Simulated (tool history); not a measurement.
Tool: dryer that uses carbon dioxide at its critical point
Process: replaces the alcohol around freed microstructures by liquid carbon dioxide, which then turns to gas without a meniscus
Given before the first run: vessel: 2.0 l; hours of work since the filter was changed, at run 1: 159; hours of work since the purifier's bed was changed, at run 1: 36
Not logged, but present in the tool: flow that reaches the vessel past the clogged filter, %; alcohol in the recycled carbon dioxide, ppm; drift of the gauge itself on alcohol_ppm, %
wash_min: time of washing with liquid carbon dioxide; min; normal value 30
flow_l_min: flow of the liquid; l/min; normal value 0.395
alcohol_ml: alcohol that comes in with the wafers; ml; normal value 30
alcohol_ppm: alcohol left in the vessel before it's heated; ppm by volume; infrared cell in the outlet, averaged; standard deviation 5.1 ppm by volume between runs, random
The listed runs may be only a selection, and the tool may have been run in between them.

run	day	wash_min	flow_l_min	alcohol_ml	hours of work since the filter was changed	hours of work since the purifier's bed was changed	alcohol_ppm
1	0	30	0.395	30	159	36	67
2	0.312	30	0.395	30	164	40	79
3	0.583	30	0.395	71	168	44	157
4	0.858	30	0.395	71	172	48	166
5	1.217	30	0.395	71	177	53	175
6	1.588	28	0.395	71	182	58	241
7	1.971	24	0.383	117	188	64	917
8	2.367	23	0.383	65	193	69	619

For run 9, what comes out?
9	2.662	20	0.383	47	197	73	?

Run 9 produced alcohol_ppm 768 ppm by volume.
On a tool with no hidden condition, and with the same random variation, this run would have come out at alcohol_ppm 556 ppm by volume.
